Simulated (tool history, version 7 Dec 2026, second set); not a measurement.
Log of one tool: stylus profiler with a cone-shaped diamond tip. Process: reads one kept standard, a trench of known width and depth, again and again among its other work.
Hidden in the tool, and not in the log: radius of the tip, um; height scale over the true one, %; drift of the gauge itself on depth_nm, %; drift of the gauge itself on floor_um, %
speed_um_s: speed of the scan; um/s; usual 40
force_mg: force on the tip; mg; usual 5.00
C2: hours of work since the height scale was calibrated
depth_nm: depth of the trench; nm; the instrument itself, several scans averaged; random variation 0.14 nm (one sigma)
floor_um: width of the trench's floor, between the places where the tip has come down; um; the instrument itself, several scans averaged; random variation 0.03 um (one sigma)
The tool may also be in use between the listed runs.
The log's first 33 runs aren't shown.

run 34 hour=739.4 | speed_um_s=20 force_mg=1.78 | scans_with_this_tip=9935 C2=1103 | depth_nm=505.87 floor_um=46.13
run 35 hour=759.6 | speed_um_s=20 force_mg=1.78 | scans_with_this_tip=10075 C2=1119 | depth_nm=505.96 floor_um=46.09
run 36 hour=774.9 | speed_um_s=20 force_mg=1.78 | scans_with_this_tip=10180 C2=1130 | depth_nm=505.76 floor_um=46.07
run 37 hour=802.8 | speed_um_s=20 force_mg=1.78 | scans_with_this_tip=10373 C2=1152 | depth_nm=505.91 floor_um=46.06
run 38 hour=830.4 | speed_um_s=37 force_mg=5.00 | scans_with_this_tip=10564 C2=1173 | depth_nm=509.84 floor_um=46.02
run 39 hour=848.1 | speed_um_s=17 force_mg=5.90 | scans_with_this_tip=10686 C2=1186 | depth_nm=510.61 floor_um=46.04
run 40 hour=872.9 | speed_um_s=85 force_mg=3.16 | scans_with_this_tip=10857 C2=1205 | depth_nm=508.04 floor_um=45.86
run 41 hour=900.9 | speed_um_s=13 force_mg=2.71 | scans_with_this_tip=11051 C2=1227 | depth_nm=507.42 floor_um=46.02
run 42 hour=918.3 | speed_um_s=10 force_mg=3.62 | scans_with_this_tip=11171 C2=1240 | depth_nm=508.48 floor_um=46.04
run 43 hour=936.9 | speed_um_s=10 force_mg=3.62 | scans_with_this_tip=11300 C2=1255 | depth_nm=508.46 floor_um=46.02
run 44 hour=956.0 | speed_um_s=10 force_mg=12.30 | scans_with_this_tip=11432 C2=1269 | depth_nm=516.50 floor_um=46.00
run 45 hour=986.5 | speed_um_s=35 force_mg=4.83 | scans_with_this_tip=11643 C2=1293 | depth_nm=510.09 floor_um=45.94
-- hour=989.9 height scale calibrated on a step standard
run 46 hour=1008.0 | speed_um_s=35 force_mg=4.83 | scans_with_this_tip=11788 C2=14 | depth_nm=507.59 floor_um=45.88
run 47 hour=1031.2 | speed_um_s=24 force_mg=8.94 | scans_with_this_tip=11948 C2=32 | depth_nm=511.62 floor_um=45.91

4 ways to go on from here, each from the tool as it stands after run 47. What would each give?
run A hour=1045.0 | speed_um_s=17 force_mg=3.65 | scans_with_this_tip=12043 C2=42 | depth_nm=? floor_um=?
run B hour=1045.0 | speed_um_s=10 force_mg=1.93 | scans_with_this_tip=12043 C2=42 | depth_nm=? floor_um=?
run C hour=1045.0 | speed_um_s=69 force_mg=3.54 | scans_with_this_tip=12043 C2=42 | depth_nm=? floor_um=?
run D hour=1045.0 | speed_um_s=14 force_mg=13.55 | scans_with_this_tip=12043 C2=42 | depth_nm=? floor_um=?

run=A depth_nm=506.59 floor_um=45.96
run=B depth_nm=504.58 floor_um=45.98
run=C depth_nm=506.49 floor_um=45.78
run=D depth_nm=515.65 floor_um=45.93
Without the tool's hidden state the same runs would have given:
run=A depth_nm=506.40 floor_um=46.98
run=B depth_nm=504.39 floor_um=47.00
run=C depth_nm=506.30 floor_um=46.80
run=D depth_nm=515.45 floor_um=46.95

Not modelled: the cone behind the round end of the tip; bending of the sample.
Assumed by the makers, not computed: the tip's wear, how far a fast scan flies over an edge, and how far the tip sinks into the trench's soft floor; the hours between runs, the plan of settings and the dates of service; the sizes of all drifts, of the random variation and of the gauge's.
